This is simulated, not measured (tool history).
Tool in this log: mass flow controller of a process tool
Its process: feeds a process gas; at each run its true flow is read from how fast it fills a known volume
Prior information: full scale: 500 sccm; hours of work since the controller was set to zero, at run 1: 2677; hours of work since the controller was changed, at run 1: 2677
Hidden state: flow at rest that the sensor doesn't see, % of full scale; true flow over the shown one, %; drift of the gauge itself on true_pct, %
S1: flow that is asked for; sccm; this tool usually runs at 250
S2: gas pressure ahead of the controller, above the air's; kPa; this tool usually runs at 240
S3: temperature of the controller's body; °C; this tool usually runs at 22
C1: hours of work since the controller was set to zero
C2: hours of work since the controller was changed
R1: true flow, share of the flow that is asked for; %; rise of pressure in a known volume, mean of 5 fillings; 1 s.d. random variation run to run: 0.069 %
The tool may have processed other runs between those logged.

run	day	S1	S2	S3	C1	C2	R1
1	0.000	250	240	22	2677	2677	99.08
2	5.838	250	240	22	2732	2732	99.23
3	12.921	250	193	22	2799	2799	99.30
4	19.433	250	193	22	2861	2861	99.34
5	26.017	250	193	24	2924	2924	99.60
6	30.775	250	193	24	2969	2969	99.56
7	38.012	250	193	24	3038	3038	99.72
8	46.625	250	193	24	3120	3120	99.83
9	52.358	250	193	24	3175	3175	99.88
10	56.812	250	240	22	3217	3217	100.03
11	65.100	250	240	22	3296	3296	100.13
12	72.838	250	240	22	3369	3369	100.20
13	81.208	250	240	22	3449	3449	100.51
14	88.638	250	240	22	3520	3520	100.51
# day 89.896: gauge calibrated
15	94.779	250	240	22	3578	3578	99.05
16	101.012	250	240	22	3637	3637	99.26
17	111.312	250	240	22	3735	3735	99.51
18	116.738	250	240	22	3787	3787	99.64
19	126.450	250	240	22	3879	3879	99.81
20	136.125	250	240	22	3971	3971	99.94
21	143.167	250	245	22	4038	4038	100.00
22	148.238	91	240	34	4087	4087	99.88
23	156.250	91	236	37	4163	4163	100.21
24	161.496	250	247	22	4213	4213	100.25
25	169.446	250	247	22	4288	4288	100.30
26	179.521	250	146	39	4384	4384	100.93
27	189.004	53	158	24	4474	4474	99.85
28	197.767	53	151	24	4558	4558	99.94
29	205.138	53	151	24	4628	4628	100.08
30	211.883	53	151	24	4692	4692	99.94
31	217.108	82	254	20	4742	4742	100.47
32	222.879	169	159	22	4797	4797	100.58
33	229.725	85	240	22	4862	4862	100.65
34	235.146	202	240	22	4913	4913	101.19
35	243.500	202	240	22	4993	4993	101.34
36	248.746	388	173	37	5043	5043	102.34
37	258.738	395	239	34	5138	5138	102.71
38	265.558	250	218	34	5203	5203	102.25
39	273.246	250	218	34	5276	5276	102.38
# day 276.358: gauge calibrated
40	279.058	250	218	34	5331	5331	99.69
41	287.842	83	214	25	5415	5415	98.75
42	292.696	111	240	22	5461	5461	98.85

Subtracting, for every run, the result it would have given without the tool's unlogged condition from the measured result gives the following. The same run-to-run variation enters both numbers; the gauge's scatter may not:
run	R1
1	+0.00
2	+0.08
3	+0.20
4	+0.29
5	+0.39
6	+0.46
7	+0.57
8	+0.69
9	+0.78
10	+0.84
11	+0.97
12	+1.09
13	+1.21
14	+1.33
15	+0.07
16	+0.17
17	+0.33
18	+0.40
19	+0.55
20	+0.69
21	+0.80
22	+0.86
23	+0.99
24	+1.07
25	+1.19
26	+1.34
27	+1.45
28	+1.58
29	+1.69
30	+1.78
31	+1.88
32	+1.98
33	+2.07
34	+2.17
35	+2.28
36	+2.39
37	+2.54
38	+2.63
39	+2.75
40	+0.04
41	+0.17
42	+0.24
